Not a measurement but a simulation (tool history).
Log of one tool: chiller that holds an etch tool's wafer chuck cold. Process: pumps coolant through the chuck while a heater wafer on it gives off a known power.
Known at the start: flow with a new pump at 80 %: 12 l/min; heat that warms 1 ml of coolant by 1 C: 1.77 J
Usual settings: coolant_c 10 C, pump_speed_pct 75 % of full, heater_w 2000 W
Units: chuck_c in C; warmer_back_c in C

run   hour  coolant_c  pump_speed_pct  heater_w  chuck_c  warmer_back_c
  1    0.0         10              75      2000     24.2           6.07
  2   20.0         10              85      2000     22.9           5.33
  3   50.5         10              85      2000     22.8           5.32
  4   73.6         10              75      2000     24.2           6.06
  5  101.9         10              69      2000     25.2           6.74
  6  123.8         10              69      2000     25.0           6.68
  7  160.3         10              75      2000     24.1           6.11
  8  188.5         10              75      2000     24.3           6.16
  9  222.2         10              75      2000     24.2           6.18
 10  248.3         10              84      2000     22.8           5.44
 11  281.9         10              84      2000     23.0           5.47
 12  303.9         16              92      2873     33.2           7.00
 13  320.4          9              75      1073     16.8           3.38
 14  356.3         11              72      1301     20.5           4.30
 15  386.8         11              72      1301     20.6           4.30
 16  410.4          3              78      2000     16.9           6.04
 17  440.0         20              93      2000     31.8           4.97
 18  456.4         16              76      2000     29.9           6.23
     462.0  -- gauge calibrated
 19  486.4          2              63      1842     17.1           6.82
 20  507.0          2              63      1842     17.3           6.75
 21  526.5         18              75      1541     28.9           4.66

Measured less the same run without the tool's hidden state. The same run-to-run variation is in both; the gauge's scatter may not be:
The hidden state here: heat passed by the chuck's channels, % of clean ones'; flow at a given pump speed, % of a new pump's; coolant's true temperature over the reading, C; drift of the gauge itself on chuck_c, C; drift of the gauge itself on warmer_back_c, C.
run  warmer_back_c
  1          +0.00
  2          +0.01
  3          +0.02
  4          +0.04
  5          +0.05
  6          +0.06
  7          +0.07
  8          +0.09
  9          +0.10
 10          +0.12
 11          +0.13
 12          +0.14
 13          +0.15
 14          +0.16
 15          +0.18
 16          +0.19
 17          +0.20
 18          +0.21
 19          +0.01
 20          +0.02
 21          +0.03
chuck_c: within 0.1 C of the measured result in every run.
